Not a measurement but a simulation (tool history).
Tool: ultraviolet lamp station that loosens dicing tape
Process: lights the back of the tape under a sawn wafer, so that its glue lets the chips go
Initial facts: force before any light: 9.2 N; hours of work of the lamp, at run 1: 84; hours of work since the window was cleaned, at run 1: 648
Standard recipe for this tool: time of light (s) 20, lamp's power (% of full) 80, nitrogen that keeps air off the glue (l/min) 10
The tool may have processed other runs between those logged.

| run | day | time of light (s) | lamp's power (% of full) | nitrogen that keeps air off the glue (l/min) | hours of work of the lamp | hours of work since the window was cleaned | force that peels the tape off (N) | light that reached the tape (J/m2) |
|---|---|---|---|---|---|---|---|---|
| 1 | 0.000 | 20 | 80 | 10 | 84 | 648 | 0.656 | 2070 |
| 2 | 1.079 | 20 | 80 | 10 | 97 | 661 | 0.693 | 2010 |
| 3 | 2.567 | 20 | 80 | 10 | 116 | 679 | 0.703 | 2030 |
|  | 3.292 | window cleaned of glue's vapour |
| 4 | 3.312 | 20 | 80 | 13 | 125 | 0 | 0.645 | 1850 |
| 5 | 4.538 | 20 | 80 | 10 | 140 | 15 | 0.870 | 1810 |
| 6 | 5.567 | 20 | 80 | 10 | 153 | 28 | 0.888 | 1860 |
| 7 | 7.104 | 20 | 80 | 10 | 172 | 47 | 0.861 | 1820 |
| 8 | 8.125 | 20 | 80 | 10 | 184 | 60 | 0.868 | 1840 |
| 9 | 9.883 | 20 | 80 | 10 | 206 | 82 | 0.884 | 1800 |
| 10 | 11.412 | 20 | 80 | 10 | 225 | 101 | 0.911 | 1840 |
|  | 11.579 | window cleaned of glue's vapour, once more |
| 11 | 12.688 | 20 | 80 | 10 | 241 | 14 | 0.592 | 2130 |
| 12 | 13.633 | 14 | 80 | 10 | 253 | 26 | 1.372 | 1540 |
| 13 | 15.283 | 14 | 80 | 10 | 273 | 46 | 1.295 | 1500 |
| 14 | 16.408 | 20 | 71 | 5 | 287 | 60 | 1.535 | 1880 |
| 15 | 17.625 | 20 | 71 | 5 | 302 | 75 | 1.463 | 1890 |
| 16 | 19.375 | 20 | 71 | 5 | 324 | 97 | 1.542 | 1880 |

Run 17, settings as shown, results not yet in. Your forecast:
| 17 | 20.921 | 37 | 69 | 10 | 343 | 116 | ? | ? |

force that peels the tape off (N): 0.170
light that reached the tape (J/m2): 3310
Were there no unlogged condition in the tool, this run, its random variation unchanged, would have produced force that peels the tape off (N) 0.129, light that reached the tape (J/m2) 3640.
